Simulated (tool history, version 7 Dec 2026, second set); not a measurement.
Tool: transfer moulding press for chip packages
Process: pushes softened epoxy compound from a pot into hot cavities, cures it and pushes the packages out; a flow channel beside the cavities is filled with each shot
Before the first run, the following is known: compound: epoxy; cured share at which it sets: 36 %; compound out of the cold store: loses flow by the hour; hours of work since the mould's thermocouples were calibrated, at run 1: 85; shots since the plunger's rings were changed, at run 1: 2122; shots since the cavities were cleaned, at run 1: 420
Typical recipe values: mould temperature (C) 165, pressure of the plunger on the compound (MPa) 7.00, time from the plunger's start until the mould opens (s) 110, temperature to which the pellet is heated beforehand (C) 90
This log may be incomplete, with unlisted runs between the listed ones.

| run | hour | mould temperature (C) | pressure of the plunger on the compound (MPa) | time from the plunger's start until the mould opens (s) | temperature to which the pellet is heated beforehand (C) | hours of work since the mould's thermocouples were calibrated | shots since the plunger's rings were changed | shots since the cavities were cleaned | incoming compound's hours out of the cold store | length that the compound runs in the flow channel (mm) | greatest force on the pins that push the packages out (N) |
|---|---|---|---|---|---|---|---|---|---|---|---|
| 1 | 0.0 | 165 | 7.00 | 110 | 90 | 85 | 2122 | 420 | 10.3 | 964 | 494 |
| 2 | 16.2 | 165 | 7.00 | 102 | 90 | 96 | 2306 | 604 | 26.1 | 884 | 542 |
|  | 25.9 | cavities cleaned with cleaning compound and waxed |
| 3 | 38.2 | 165 | 7.00 | 102 | 90 | 111 | 2540 | 140 | 20.5 | 911 | 634 |
| 4 | 63.8 | 165 | 7.00 | 102 | 90 | 130 | 2829 | 429 | 9.8 | 960 | 652 |
|  | 74.1 | cavities cleaned with cleaning compound and waxed, once more |
| 5 | 90.4 | 165 | 7.00 | 102 | 90 | 148 | 3115 | 185 | 44.4 | 800 | 424 |
| 6 | 102.3 | 165 | 7.00 | 102 | 90 | 156 | 3250 | 320 | 8.4 | 962 | 506 |
| 7 | 119.3 | 165 | 7.00 | 102 | 90 | 169 | 3443 | 513 | 18.5 | 914 | 538 |
| 8 | 130.5 | 165 | 7.00 | 110 | 93 | 177 | 3570 | 640 | 26.6 | 876 | 499 |
|  | 138.1 | cavities cleaned with cleaning compound and waxed |
| 9 | 144.6 | 165 | 8.60 | 110 | 93 | 186 | 3714 | 74 | 19.6 | 1000 | 387 |
| 10 | 158.7 | 165 | 8.60 | 110 | 93 | 196 | 3873 | 233 | 16.5 | 1016 | 439 |
| 11 | 182.7 | 161 | 7.00 | 110 | 90 | 214 | 4146 | 506 | 8.6 | 983 | 622 |
|  | 200.2 | cavities cleaned with cleaning compound and waxed |
| 12 | 203.5 | 161 | 7.00 | 110 | 90 | 227 | 4365 | 37 | 33.1 | 866 | 420 |
|  | 214.2 | plunger's sealing rings changed |
| 13 | 222.3 | 165 | 7.00 | 148 | 90 | 239 | 93 | 223 | 47.1 | 816 | 387 |
| 14 | 235.5 | 171 | 7.00 | 110 | 85 | 249 | 242 | 372 | 23.4 | 885 | 428 |
| 15 | 252.4 | 171 | 7.00 | 110 | 85 | 261 | 434 | 564 | 32.9 | 836 | 472 |
|  | 265.0 | cavities cleaned with cleaning compound and waxed |
| 16 | 279.0 | 164 | 7.00 | 110 | 99 | 279 | 719 | 159 | 41.2 | 833 | 413 |
| 17 | 294.3 | 166 | 7.00 | 110 | 97 | 290 | 892 | 332 | 20.3 | 916 | 458 |
| 18 | 310.2 | 165 | 7.00 | 110 | 92 | 302 | 1073 | 513 | 35.5 | 855 | 468 |
|  | 328.6 | cavities cleaned with cleaning compound and waxed |
| 19 | 329.5 | 171 | 7.00 | 110 | 90 | 315 | 1276 | 10 | 24.5 | 872 | 337 |
| 20 | 341.3 | 171 | 7.00 | 110 | 90 | 323 | 1409 | 143 | 10.0 | 939 | 372 |
|  | 356.1 | mould's thermocouples calibrated |
| 21 | 366.0 | 171 | 7.00 | 110 | 90 | 7 | 1668 | 402 | 11.8 | 929 | 456 |

3 ways to go on from here, each from the tool as it stands after run 21. What would each give?
| A | 381.6 | 168 | 7.00 | 115 | 90 | 18 | 1844 | 578 | 41.7 | ? | ? |
| B | 381.6 | 171 | 8.65 | 110 | 90 | 18 | 1844 | 578 | 22.0 | ? | ? |
| C | 381.6 | 170 | 7.00 | 108 | 95 | 18 | 1844 | 578 | 41.0 | ? | ? |

| run | length that the compound runs in the flow channel (mm) | greatest force on the pins that push the packages out (N) |
|---|---|---|
| A | 811 | 486 |
| B | 973 | 483 |
| C | 802 | 459 |
Without the tool's hidden state the same runs would have given:
| run | length that the compound runs in the flow channel (mm) | greatest force on the pins that push the packages out (N) |
|---|---|---|
| A | 823 | 326 |
| B | 988 | 325 |
| C | 814 | 309 |

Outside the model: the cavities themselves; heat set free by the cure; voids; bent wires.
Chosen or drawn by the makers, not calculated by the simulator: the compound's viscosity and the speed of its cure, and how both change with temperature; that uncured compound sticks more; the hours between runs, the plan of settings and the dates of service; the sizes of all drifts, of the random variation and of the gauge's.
